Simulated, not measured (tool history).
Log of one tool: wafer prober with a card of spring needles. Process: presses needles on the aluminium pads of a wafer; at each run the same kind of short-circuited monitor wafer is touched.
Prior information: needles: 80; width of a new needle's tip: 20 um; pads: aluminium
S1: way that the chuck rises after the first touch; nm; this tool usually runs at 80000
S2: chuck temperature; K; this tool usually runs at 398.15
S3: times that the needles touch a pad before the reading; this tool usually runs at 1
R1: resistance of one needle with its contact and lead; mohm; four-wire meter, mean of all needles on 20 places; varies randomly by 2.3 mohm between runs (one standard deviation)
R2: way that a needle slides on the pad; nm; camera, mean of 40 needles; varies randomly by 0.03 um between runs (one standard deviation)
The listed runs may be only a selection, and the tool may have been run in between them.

run 1 hour=0 | S1=80000 S2=398.15 S3=1 | R1=264 R2=21260
-- hour=15.4 tips cleaned on abrasive film
run 2 hour=16.3 | S1=80000 S2=398.15 S3=1 | R1=261 R2=21190
run 3 hour=44.9 | S1=80000 S2=398.15 S3=1 | R1=262 R2=21250
-- hour=46.4 tips cleaned on abrasive film
run 4 hour=59 | S1=80000 S2=398.15 S3=1 | R1=262 R2=21250
-- hour=76.8 tips cleaned on abrasive film
run 5 hour=81.6 | S1=77000 S2=398.15 S3=1 | R1=264 R2=20460
-- hour=108.1 tips cleaned on abrasive film
run 6 hour=108.1 | S1=80000 S2=398.15 S3=1 | R1=263 R2=21240
run 7 hour=126.6 | S1=98000 S2=398.15 S3=1 | R1=264 R2=25990
-- hour=139.6 tips cleaned on abrasive film
run 8 hour=144.1 | S1=80000 S2=372.15 S3=1 | R1=254 R2=21210
run 9 hour=165.1 | S1=80000 S2=372.15 S3=1 | R1=255 R2=21240
-- hour=170.3 tips cleaned on abrasive film
run 10 hour=180.1 | S1=80000 S2=372.15 S3=1 | R1=258 R2=21300
run 11 hour=193.5 | S1=80000 S2=372.15 S3=1 | R1=255 R2=21300
-- hour=201.3 tips cleaned on abrasive film
run 12 hour=214.4 | S1=80000 S2=307.15 S3=1 | R1=238 R2=21270
run 13 hour=230.9 | S1=80000 S2=307.15 S3=1 | R1=240 R2=21250
-- hour=232.3 tips cleaned on abrasive film
run 14 hour=253 | S1=80000 S2=307.15 S3=1 | R1=240 R2=21250
-- hour=264.6 tips cleaned on abrasive film
run 15 hour=268.3 | S1=80000 S2=307.15 S3=1 | R1=235 R2=21230
run 16 hour=291.1 | S1=80000 S2=307.15 S3=1 | R1=237 R2=21200
-- hour=295.1 tips cleaned on abrasive film
run 17 hour=315.6 | S1=80000 S2=318.15 S3=1 | R1=238 R2=21220
-- hour=326.7 tips cleaned on abrasive film
run 18 hour=329 | S1=80000 S2=318.15 S3=1 | R1=241 R2=21290
run 19 hour=355.9 | S1=80000 S2=305.15 S3=2 | R1=239 R2=21260
-- hour=358 tips cleaned on abrasive film
run 20 hour=377.2 | S1=80000 S2=305.15 S3=2 | R1=239 R2=21220
-- hour=389.6 tips cleaned on abrasive film
run 21 hour=394 | S1=80000 S2=330.15 S3=2 | R1=243 R2=21240
run 22 hour=407.3 | S1=80000 S2=330.15 S3=2 | R1=246 R2=21270
-- hour=422 tips cleaned on abrasive film
run 23 hour=425.4 | S1=80000 S2=330.15 S3=2 | R1=245 R2=21240
run 24 hour=446.9 | S1=80000 S2=390.15 S3=1 | R1=263 R2=21240
-- hour=448.9 height of the first contact set anew
-- hour=452.7 tips cleaned on abrasive film
run 25 hour=473.8 | S1=80000 S2=360.15 S3=1 | R1=253 R2=21270
-- hour=483.3 tips cleaned on abrasive film
run 26 hour=485.8 | S1=80000 S2=329.15 S3=2 | R1=247 R2=21310
run 27 hour=510 | S1=80000 S2=329.15 S3=2 | R1=241 R2=21240
-- hour=514 tips cleaned on abrasive film
run 28 hour=531.9 | S1=91000 S2=365.15 S3=1 | R1=249 R2=24150
-- hour=545.5 tips cleaned on abrasive film
run 29 hour=549.1 | S1=91000 S2=365.15 S3=1 | R1=248 R2=24210
run 30 hour=568.4 | S1=63000 S2=309.15 S3=1 | R1=243 R2=16710
-- hour=577.3 tips cleaned on abrasive film
run 31 hour=581.8 | S1=87000 S2=309.15 S3=1 | R1=235 R2=23080
run 32 hour=606.9 | S1=85000 S2=398.15 S3=1 | R1=262 R2=22570
-- hour=608.2 tips cleaned on abrasive film
run 33 hour=622.4 | S1=73000 S2=308.15 S3=1 | R1=243 R2=19380
-- hour=639.6 tips cleaned on abrasive film
run 34 hour=649.6 | S1=82000 S2=398.15 S3=3 | R1=262 R2=21800

3 options for the next run, each taken on its own from the tool as it stands now. Forecast them:
-- hour=670 tips cleaned on abrasive film
run A hour=676 | S1=82000 S2=301.15 S3=2 | R1=? R2=?
-- hour=670 tips cleaned on abrasive film
run B hour=676 | S1=69000 S2=398.15 S3=2 | R1=? R2=?
-- hour=670 tips cleaned on abrasive film
run C hour=676 | S1=73000 S2=398.15 S3=2 | R1=? R2=?

run=A R1=236 R2=21840
run=B R1=265 R2=18330
run=C R1=264 R2=19380
Stripped of hidden state, with their random variation kept, the same runs would have yielded:
run=A R1=236 R2=21850
run=B R1=265 R2=18340
run=C R1=264 R2=19380
